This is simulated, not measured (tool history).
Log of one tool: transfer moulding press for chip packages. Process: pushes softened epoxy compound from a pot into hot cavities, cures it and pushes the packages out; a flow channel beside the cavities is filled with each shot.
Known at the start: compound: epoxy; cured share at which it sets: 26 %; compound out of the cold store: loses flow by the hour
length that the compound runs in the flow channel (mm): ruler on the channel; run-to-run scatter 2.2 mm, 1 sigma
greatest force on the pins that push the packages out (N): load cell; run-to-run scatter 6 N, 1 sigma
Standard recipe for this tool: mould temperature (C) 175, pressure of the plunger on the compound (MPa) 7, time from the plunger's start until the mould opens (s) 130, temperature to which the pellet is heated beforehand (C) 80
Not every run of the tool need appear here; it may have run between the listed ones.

| run | hour | mould temperature (C) | pressure of the plunger on the compound (MPa) | time from the plunger's start until the mould opens (s) | temperature to which the pellet is heated beforehand (C) | incoming compound's hours out of the cold store | length that the compound runs in the flow channel (mm) | greatest force on the pins that push the packages out (N) |
|---|---|---|---|---|---|---|---|---|
| 1 | 0 | 175 | 7 | 130 | 80 | 16.6 | 713 | 232 |
| 2 | 17.4 | 182 | 7 | 130 | 80 | 38.4 | 605 | 209 |
| 3 | 26.3 | 182 | 7 | 130 | 80 | 46 | 580 | 207 |
| 4 | 43.4 | 182 | 7 | 130 | 80 | 43.4 | 587 | 219 |
| 5 | 61.8 | 182 | 7 | 130 | 80 | 13.2 | 721 | 203 |
|  | 75.9 | cavities cleaned with cleaning compound and waxed |
| 6 | 82.4 | 175 | 7 | 130 | 80 | 36.3 | 628 | 228 |
| 7 | 95.5 | 175 | 7 | 130 | 80 | 33.5 | 639 | 223 |
| 8 | 109 | 175 | 7 | 130 | 80 | 9.2 | 760 | 229 |
| 9 | 127 | 175 | 7 | 130 | 80 | 45 | 586 | 215 |
| 10 | 140.5 | 175 | 7 | 130 | 80 | 13 | 739 | 224 |
| 11 | 156.5 | 178 | 7 | 130 | 80 | 17 | 710 | 212 |
| 12 | 174.9 | 178 | 7 | 130 | 80 | 35.8 | 621 | 203 |
| 13 | 195.1 | 178 | 7 | 130 | 80 | 37 | 619 | 216 |
| 14 | 214.2 | 178 | 7 | 130 | 80 | 38.2 | 613 | 215 |

What will run 15 give?
| 15 | 230.2 | 178 | 7 | 114 | 80 | 42 | ? | ? |

length that the compound runs in the flow channel (mm): 597
greatest force on the pins that push the packages out (N): 233
Were there no unlogged condition in the tool, this run, its random variation unchanged, would have produced length that the compound runs in the flow channel (mm) 597, greatest force on the pins that push the packages out (N) 230.
